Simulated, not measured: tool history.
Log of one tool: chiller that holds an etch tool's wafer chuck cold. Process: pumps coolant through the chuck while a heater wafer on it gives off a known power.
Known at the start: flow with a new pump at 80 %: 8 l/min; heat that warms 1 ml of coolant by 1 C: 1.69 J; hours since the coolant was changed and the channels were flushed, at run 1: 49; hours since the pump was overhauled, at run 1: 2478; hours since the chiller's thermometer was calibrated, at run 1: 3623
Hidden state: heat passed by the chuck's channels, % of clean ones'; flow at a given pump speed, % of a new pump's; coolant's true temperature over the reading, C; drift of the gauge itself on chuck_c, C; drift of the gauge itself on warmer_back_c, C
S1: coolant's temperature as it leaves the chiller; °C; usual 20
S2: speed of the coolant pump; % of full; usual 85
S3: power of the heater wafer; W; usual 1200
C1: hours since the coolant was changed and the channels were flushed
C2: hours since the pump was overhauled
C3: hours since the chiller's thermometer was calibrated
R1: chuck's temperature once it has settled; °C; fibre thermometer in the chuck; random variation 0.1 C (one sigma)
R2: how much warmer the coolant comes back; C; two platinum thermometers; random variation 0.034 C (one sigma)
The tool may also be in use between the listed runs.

run   hour  S1  S2    S3   C1    C2    C3    R1    R2
  1    0.0  20  85  1200   49  2478  3623  28.4  5.01
  2   46.7  20  85  1200   95  2524  3670  28.1  5.04
  3  101.6  20  85  1200  150  2579  3725  28.4  5.03
  4  133.9  20  85  1200  183  2612  3757  28.1  5.03
  5  208.8  20  85  1200  258  2686  3832  28.3  5.08
  6  279.1  20  85  1200  328  2757  3902  28.2  5.08
  7  323.0  20  85   711  372  2801  3946  24.9  3.03
  8  399.0  20  83   711  448  2877  4022  25.0  3.15
     409.9  -- chiller's thermometer calibrated
  9  464.7  20  83   711  513  2941    55  25.2  3.15
 10  521.4  20  64  1522  569  2998   111  33.0  8.83
 11  591.5  13  95   696  639  3068   182  17.5  2.72
 12  650.2  13  95   696  698  3127   240  17.4  2.79

Run 13 comes next. What will it give?
 13  699.9  17  95  1447  748  3177  290   ?   ?

{"run 13": {"R1": 26.3, "R2": 5.5}}
Without the tool's hidden state the same run would have given R1 26.3 °C, R2 5.28 C.

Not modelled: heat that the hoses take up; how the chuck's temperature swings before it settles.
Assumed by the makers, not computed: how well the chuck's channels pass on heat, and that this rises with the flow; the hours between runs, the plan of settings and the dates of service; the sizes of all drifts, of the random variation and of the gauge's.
